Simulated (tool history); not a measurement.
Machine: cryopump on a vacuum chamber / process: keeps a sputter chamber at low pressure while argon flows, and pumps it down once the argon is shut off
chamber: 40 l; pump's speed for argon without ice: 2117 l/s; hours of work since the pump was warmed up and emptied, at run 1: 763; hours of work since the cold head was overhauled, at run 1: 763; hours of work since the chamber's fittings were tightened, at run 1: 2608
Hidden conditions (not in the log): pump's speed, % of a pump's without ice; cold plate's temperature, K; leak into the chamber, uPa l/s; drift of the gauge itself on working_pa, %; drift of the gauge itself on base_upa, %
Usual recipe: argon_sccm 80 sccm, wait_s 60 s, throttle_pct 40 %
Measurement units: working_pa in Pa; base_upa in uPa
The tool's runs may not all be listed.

run    hour  argon_sccm  wait_s  throttle_pct  hours of work since the pump was warmed up and emptied  hours of work since the cold head was overhauled  hours of work since the chamber's fittings were tightened  working_pa  base_upa
  1       0          80      60            40                                                     763                                               763                                                       2608      0.1711      2.21
  2    44.3          80      60            40                                                     789                                               789                                                       2635      0.1714      2.23
  3   112.5          80      25            40                                                     830                                               830                                                       2676      0.1745      3.12
      144.6  -- pump warmed up, emptied and cooled again
      186.9  -- leaking fittings of the chamber tightened, without venting
  4   219.9          80      60            40                                                      44                                               891                                                         20      0.1614      0.75
  5   306.1          80      60            22                                                      96                                               943                                                         72      0.2913      0.79
  6   361.1          80      60            22                                                     129                                               976                                                        105      0.2913      0.76
  7   428.3          80      60            22                                                     170                                              1017                                                        146      0.2948      0.81
  8   500.8          80      60            22                                                     214                                              1060                                                        189       0.296      0.77
  9   578.8          80      60            22                                                     261                                              1107                                                        236      0.2947      0.83
 10   658.6          80      60            54                                                     309                                              1156                                                        285      0.1247      0.94
 11   710.1          80      60            54                                                     340                                              1187                                                        316      0.1238      0.88
 12   800.5          80      60            54                                                     394                                              1241                                                        370      0.1232      0.94
 13   892.9          76      60            19                                                     450                                              1297                                                        426       0.328      0.94
 14   943.9          52      60            40                                                     481                                              1328                                                        457      0.1082      0.95
 15  1038.8          50      29            29                                                     538                                              1385                                                        514      0.1432      1.61
 16  1122.4          38      68            17                                                     589                                              1435                                                        564       0.183      0.97
 17  1186.9          38      68            17                                                     627                                              1474                                                        603      0.1846      0.95
 18  1245.1         154      85            26                                                     663                                              1509                                                        638      0.4956      0.92
 19  1323.8          38      60            35                                                     710                                              1557                                                        686      0.0913      1.11
 20    1383          38      60            35                                                     746                                              1593                                                        721      0.0924       1.1

Across each entry between runs, compare the hidden state at the last listed run before it with the hidden state at the first listed run after it:
From run 3 to run 4: pump warmed up, emptied and cooled again (hour 144.6); leaking fittings of the chamber tightened, without venting (hour 186.9)
  pump's speed, % of a pump's without ice: 83.6 -> 98.7; cold plate's temperature, K: 12.72 -> 12.75; leak into the chamber, uPa l/s: 2946 -> 362
  what was measured, less what the result would be without the hidden state, working_pa: +0.0137 -> +0.0018 Pa; base_upa: +1.6 -> +0.04 uPa
